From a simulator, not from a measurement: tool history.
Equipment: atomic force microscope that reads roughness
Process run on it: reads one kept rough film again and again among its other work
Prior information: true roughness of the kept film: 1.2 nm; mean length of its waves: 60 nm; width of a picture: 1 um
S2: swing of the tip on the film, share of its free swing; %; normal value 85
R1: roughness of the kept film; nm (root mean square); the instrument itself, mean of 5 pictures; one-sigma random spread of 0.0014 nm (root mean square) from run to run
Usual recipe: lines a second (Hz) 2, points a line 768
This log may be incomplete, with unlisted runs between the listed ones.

Run 1, hour 0: usual settings. Result: R1 0.94 nm (root mean square).
Run 2, hour 8.7: usual settings. Result: R1 0.941 nm (root mean square).
Run 3, hour 19.5: usual settings. Result: R1 0.94 nm (root mean square).
Run 4, hour 25.7: usual settings but S2 71 %. Result: R1 1.051 nm (root mean square).
Run 5, hour 34.5: usual settings but S2 71 %. Result: R1 1.052 nm (root mean square).
Run 6, hour 44.5: usual settings. Result: R1 0.943 nm (root mean square).
Run 7, hour 54.6: usual settings. Result: R1 0.94 nm (root mean square).
Run 8, hour 60.3: usual settings. Result: R1 0.94 nm (root mean square).
Run 9, hour 68.8: usual settings. Result: R1 0.941 nm (root mean square).
Run 10, hour 81.3: usual settings. Result: R1 0.938 nm (root mean square).
Run 11, hour 91.3: usual settings. Result: R1 0.943 nm (root mean square).
Run 12, hour 101.5: usual settings. Result: R1 0.941 nm (root mean square).
Run 13, hour 108.1: usual settings but lines a second (Hz) 2.38. Result: R1 0.902 nm (root mean square).
Run 14, hour 113.5: usual settings but S2 62 %, points a line 369. Result: R1 1.101 nm (root mean square).
At hour 123.7: new tip fitted.
Run 15, hour 125.8: usual settings but S2 62 %, points a line 369. Result: R1 1.097 nm (root mean square).

What will run 16 give?
Run 16, hour 132.7: usual settings but S2 62 %, points a line 369. Result: R1 ?.

{"run 16": {"R1": 1.101}}
With no hidden state in the tool, this same run would have given R1 1.101 nm (root mean square).
